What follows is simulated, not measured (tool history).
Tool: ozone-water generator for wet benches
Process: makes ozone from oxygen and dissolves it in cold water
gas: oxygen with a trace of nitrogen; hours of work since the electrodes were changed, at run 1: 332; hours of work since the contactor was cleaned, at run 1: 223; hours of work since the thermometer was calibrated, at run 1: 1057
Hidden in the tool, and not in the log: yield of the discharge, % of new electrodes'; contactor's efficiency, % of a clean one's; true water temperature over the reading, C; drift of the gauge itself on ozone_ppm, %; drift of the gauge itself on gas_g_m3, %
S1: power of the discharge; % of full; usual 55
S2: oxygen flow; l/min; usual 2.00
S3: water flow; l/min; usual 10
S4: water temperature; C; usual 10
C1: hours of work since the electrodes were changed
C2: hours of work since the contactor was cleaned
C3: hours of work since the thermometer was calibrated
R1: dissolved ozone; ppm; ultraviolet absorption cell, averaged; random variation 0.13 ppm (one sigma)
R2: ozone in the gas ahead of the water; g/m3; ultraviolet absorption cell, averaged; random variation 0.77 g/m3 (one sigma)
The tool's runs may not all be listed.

run	hour	S1	S2	S3	S4	C1	C2	C3	R1	R2
1	0.0	55	2.00	10	10	332	223	1057	13.1	117.7
2	57.5	55	2.00	10	9	373	265	1099	12.9	114.7
3	127.9	55	2.00	10	9	424	316	1150	13.1	115.5
4	205.5	55	2.20	10	10	480	372	1206	13.0	111.0
5	275.5	45	2.00	10	10	530	422	1256	10.9	97.7
# hour 287.8: contactor cleaned
6	334.5	45	2.00	10	10	570	34	1296	10.7	96.0
7	401.0	55	2.00	10	10	618	82	1344	12.6	113.8
8	448.6	55	2.00	10	10	652	116	1378	12.8	114.1
9	552.1	55	2.00	10	10	727	191	1453	12.6	115.1
10	617.6	64	1.10	10	10	774	238	1500	12.4	174.5
11	709.6	70	1.70	12	8	841	304	1566	13.0	149.7
12	781.0	70	1.77	12	8	892	356	1618	12.9	147.0
# hour 814.6: contactor cleaned, once more
13	868.6	70	1.77	12	8	952	39	1678	13.0	145.4
14	975.7	70	1.77	12	8	1030	116	1756	13.2	146.3
15	1047.0	55	1.11	10	10	1081	168	1807	11.0	149.8

Hidden state at the last listed run before each entry between runs and at the first one after, where it differs:
Between runs 5 and 6: contactor cleaned (hour 287.8)
  yield of the discharge, % of new electrodes': 97.3 -> 97.1; contactor's efficiency, % of a clean one's: 97.6 -> 95.9; true water temperature over the reading, C: 0.2 -> 0.21
  measured less the result without the state, R1: -0.3 -> -0.3 ppm; R2: -1.7 -> -1.8 g/m3
Between runs 12 and 13: contactor cleaned, once more (hour 814.6)
  yield of the discharge, % of new electrodes': 95.3 -> 95; contactor's efficiency, % of a clean one's: 94.6 -> 98.2; true water temperature over the reading, C: 0.28 -> 0.29
  measured less the result without the state, R1: -1.0 -> -0.8 ppm; R2: -7.3 -> -7.7 g/m3

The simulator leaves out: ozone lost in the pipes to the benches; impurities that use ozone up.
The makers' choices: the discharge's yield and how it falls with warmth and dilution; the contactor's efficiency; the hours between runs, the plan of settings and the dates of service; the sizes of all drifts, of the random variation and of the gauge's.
